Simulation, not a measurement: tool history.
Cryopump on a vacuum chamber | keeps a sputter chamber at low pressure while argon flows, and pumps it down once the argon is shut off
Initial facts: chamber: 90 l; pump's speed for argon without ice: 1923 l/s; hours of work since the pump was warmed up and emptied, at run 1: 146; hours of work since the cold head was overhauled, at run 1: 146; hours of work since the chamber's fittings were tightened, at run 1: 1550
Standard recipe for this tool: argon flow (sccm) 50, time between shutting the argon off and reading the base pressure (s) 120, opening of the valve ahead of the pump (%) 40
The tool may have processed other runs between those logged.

run	hour	argon flow (sccm)	time between shutting the argon off and reading the base pressure (s)	opening of the valve ahead of the pump (%)	hours of work since the pump was warmed up and emptied	hours of work since the cold head was overhauled	hours of work since the chamber's fittings were tightened	pressure while argon flows (Pa)	pressure after the wait (uPa)
1	0.0	50	120	40	146	146	1550	0.1134	0.55
2	18.2	50	164	40	154	154	1558	0.1108	0.46
3	38.5	50	164	40	163	163	1567	0.1110	0.48
4	60.8	50	164	40	173	173	1577	0.1116	0.52
5	91.0	50	164	40	186	186	1591	0.1101	0.52
6	109.1	50	164	40	194	194	1599	0.1127	0.49
7	131.9	50	120	40	204	204	1609	0.1119	0.55
8	152.7	93	120	40	213	213	1618	0.2074	0.53
9	173.1	93	120	40	222	222	1627	0.2094	0.57
10	186.1	93	120	40	228	228	1633	0.2070	0.55
11	200.5	93	120	40	235	235	1639	0.2069	0.57
12	229.4	93	120	40	247	247	1652	0.2079	0.54
13	254.1	50	24	40	258	258	1663	0.1114	1.65
14	274.6	50	24	40	267	267	1672	0.1122	1.62
15	299.2	50	24	40	278	278	1683	0.1118	1.63
16	329.4	50	120	26	292	292	1697	0.1715	0.55
17	343.8	50	120	26	298	298	1703	0.1717	0.59
18	372.4	45	297	24	311	311	1716	0.1663	0.42
19	399.8	45	297	24	323	323	1728	0.1667	0.42
20	427.0	57	47	55	335	335	1740	0.0929	0.96
21	441.4	26	47	55	342	342	1746	0.0435	0.94
22	461.6	28	130	40	350	350	1755	0.0630	0.56
23	480.2	28	130	40	359	359	1763	0.0636	0.55
24	509.0	34	130	30	371	371	1776	0.1018	0.50
25	523.1	22	89	30	378	378	1782	0.0664	0.69
26	544.1	22	92	30	387	387	1792	0.0649	0.67
27	557.5	32	39	44	393	393	1798	0.0661	1.12
28	573.4	32	39	44	400	400	1805	0.0657	1.12
29	601.8	32	39	44	413	413	1817	0.0650	1.14
30	616.6	32	39	44	419	419	1824	0.0665	1.13
31	642.3	32	90	21	431	431	1835	0.1355	0.64

Run 32, settings as shown, results not yet in. Your forecast:
32	660.4	32	208	42	439	439	1843	?	?

pressure while argon flows (Pa): 0.0693
pressure after the wait (uPa): 0.44
Had the tool carried no hidden state, the very same run would have given pressure while argon flows (Pa) 0.0672, pressure after the wait (uPa) 0.28.
